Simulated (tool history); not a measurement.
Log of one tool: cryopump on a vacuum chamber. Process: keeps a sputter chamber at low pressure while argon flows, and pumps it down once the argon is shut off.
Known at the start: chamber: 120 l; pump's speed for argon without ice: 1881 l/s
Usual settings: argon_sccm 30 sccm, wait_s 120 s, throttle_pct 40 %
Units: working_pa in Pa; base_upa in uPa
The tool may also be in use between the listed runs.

Run 1, hour 0.0: usual settings. Result: working_pa 0.0699 Pa, base_upa 0.54 uPa.
Run 2, hour 101.5: usual settings but argon_sccm 14 sccm. Result: working_pa 0.0336 Pa, base_upa 0.60 uPa.
Run 3, hour 205.5: usual settings. Result: working_pa 0.0733 Pa, base_upa 0.66 uPa.
At hour 301.9: pump warmed up, emptied and cooled again.
Run 4, hour 301.9: usual settings. Result: working_pa 0.0681 Pa, base_upa 0.61 uPa.
Run 5, hour 391.0: usual settings. Result: working_pa 0.0691 Pa, base_upa 0.60 uPa.
At hour 447.9: leaking fittings of the chamber tightened, without venting.
Run 6, hour 478.6: usual settings but argon_sccm 17 sccm. Result: working_pa 0.0390 Pa, base_upa 0.46 uPa.
Run 7, hour 579.5: usual settings but throttle_pct 55 %. Result: working_pa 0.0517 Pa, base_upa 0.44 uPa.
Run 8, hour 710.8: usual settings but throttle_pct 55 %. Result: working_pa 0.0527 Pa, base_upa 0.49 uPa.
Run 9, hour 785.2: usual settings but throttle_pct 22 %. Result: working_pa 0.1265 Pa, base_upa 0.47 uPa.
Run 10, hour 887.2: usual settings but throttle_pct 22 %. Result: working_pa 0.1276 Pa, base_upa 0.54 uPa.
Run 11, hour 984.7: usual settings but wait_s 102 s. Result: working_pa 0.0736 Pa, base_upa 0.61 uPa.
At hour 1016.4: pump warmed up, emptied and cooled again.
Run 12, hour 1069.0: usual settings but wait_s 102 s. Result: working_pa 0.0683 Pa, base_upa 0.54 uPa.
Run 13, hour 1141.5: usual settings but wait_s 102 s. Result: working_pa 0.0690 Pa, base_upa 0.50 uPa.
Run 14, hour 1199.2: usual settings but wait_s 102 s. Result: working_pa 0.0701 Pa, base_upa 0.54 uPa.
Run 15, hour 1322.6: usual settings but throttle_pct 18 %. Result: working_pa 0.1531 Pa, base_upa 0.58 uPa.
Run 16, hour 1429.0: usual settings but throttle_pct 18 %. Result: working_pa 0.1535 Pa, base_upa 0.55 uPa.
Run 17, hour 1486.1: usual settings but throttle_pct 18 %. Result: working_pa 0.1524 Pa, base_upa 0.54 uPa.
Run 18, hour 1564.9: usual settings. Result: working_pa 0.0724 Pa, base_upa 0.61 uPa.
Run 19, hour 1669.5: usual settings. Result: working_pa 0.0738 Pa, base_upa 0.65 uPa.
At hour 1732.3: pump warmed up, emptied and cooled again.
Run 20, hour 1742.3: usual settings but argon_sccm 47 sccm, wait_s 39 s, throttle_pct 35 %. Result: working_pa 0.1223 Pa, base_upa 1.07 uPa.
Run 21, hour 1797.9: usual settings but argon_sccm 21 sccm, wait_s 97 s, throttle_pct 58 %. Result: working_pa 0.0325 Pa, base_upa 0.61 uPa.
Run 22, hour 1914.6: usual settings but argon_sccm 21 sccm, wait_s 181 s, throttle_pct 57 %. Result: working_pa 0.0343 Pa, base_upa 0.52 uPa.
Run 23, hour 1974.3: usual settings but argon_sccm 21 sccm, wait_s 181 s, throttle_pct 57 %. Result: working_pa 0.0349 Pa, base_upa 0.55 uPa.
Run 24, hour 2079.2: usual settings but argon_sccm 21 sccm, wait_s 181 s, throttle_pct 55 %. Result: working_pa 0.0379 Pa, base_upa 0.58 uPa.
Run 25, hour 2186.6: usual settings but argon_sccm 19 sccm, throttle_pct 37 %. Result: working_pa 0.0490 Pa, base_upa 0.67 uPa.
At hour 2233.2: leaking fittings of the chamber tightened, without venting.
Run 26, hour 2256.2: usual settings but wait_s 42 s. Result: working_pa 0.0727 Pa, base_upa 0.86 uPa.
Run 27, hour 2330.0: usual settings but wait_s 42 s. Result: working_pa 0.0742 Pa, base_upa 0.90 uPa.
Run 28, hour 2413.5: usual settings but wait_s 191 s. Result: working_pa 0.0746 Pa, base_upa 0.36 uPa.
At hour 2455.5: pump warmed up, emptied and cooled again.
Run 29, hour 2491.9: usual settings but argon_sccm 25 sccm, wait_s 191 s, throttle_pct 33 %. Result: working_pa 0.0683 Pa, base_upa 0.35 uPa.
Run 30, hour 2619.9: usual settings but argon_sccm 25 sccm, wait_s 191 s, throttle_pct 33 %. Result: working_pa 0.0699 Pa, base_upa 0.39 uPa.
Run 31, hour 2694.7: usual settings but argon_sccm 25 sccm, wait_s 191 s, throttle_pct 33 %. Result: working_pa 0.0719 Pa, base_upa 0.38 uPa.
Run 32, hour 2751.1: usual settings but argon_sccm 25 sccm, wait_s 68 s, throttle_pct 20 %. Result: working_pa 0.1147 Pa, base_upa 0.61 uPa.
Run 33, hour 2835.1: usual settings but argon_sccm 17 sccm, wait_s 68 s, throttle_pct 28 %. Result: working_pa 0.0563 Pa, base_upa 0.66 uPa.
Run 34, hour 2938.7: usual settings but argon_sccm 17 sccm, wait_s 68 s, throttle_pct 28 %. Result: working_pa 0.0572 Pa, base_upa 0.71 uPa.
Run 35, hour 2996.4: usual settings but argon_sccm 23 sccm, wait_s 83 s. Result: working_pa 0.0567 Pa, base_upa 0.60 uPa.

Some steps in working_pa between neighbouring runs. How much of each would the tool show without its hidden state too (settings, what came in, random variation), and how much is left for the hidden state, with any gauge scatter that isn't in both results?
The hidden state here: pump's speed, % of a pump's without ice; cold plate's temperature, K; leak into the chamber, uPa l/s; drift of the gauge itself on working_pa, %; drift of the gauge itself on base_upa, %.
Run 3 -> 4: pump warmed up, emptied and cooled again. working_pa -0.0052 Pa: hidden state -0.0055, all else +0.0003.
Run 11 -> 12: pump warmed up, emptied and cooled again. working_pa -0.0053 Pa: hidden state -0.0058, all else +0.0005.
Run 14 -> 15: wait_s 102 -> 120, throttle_pct 40 -> 18. working_pa +0.0830 Pa: hidden state +0.0010, all else +0.0820.
Run 17 -> 18: throttle_pct 18 -> 40. working_pa -0.0800 Pa: hidden state +0.0008, all else -0.0808.
Run 20 -> 21: argon_sccm 47 -> 21, wait_s 39 -> 97, throttle_pct 35 -> 58. working_pa -0.0898 Pa: hidden state -0.0004, all else -0.0894.
Run 28 -> 29: argon_sccm 30 -> 25, throttle_pct 40 -> 33, pump warmed up, emptied and cooled again. working_pa -0.0063 Pa: hidden state -0.0064, all else +0.0001.

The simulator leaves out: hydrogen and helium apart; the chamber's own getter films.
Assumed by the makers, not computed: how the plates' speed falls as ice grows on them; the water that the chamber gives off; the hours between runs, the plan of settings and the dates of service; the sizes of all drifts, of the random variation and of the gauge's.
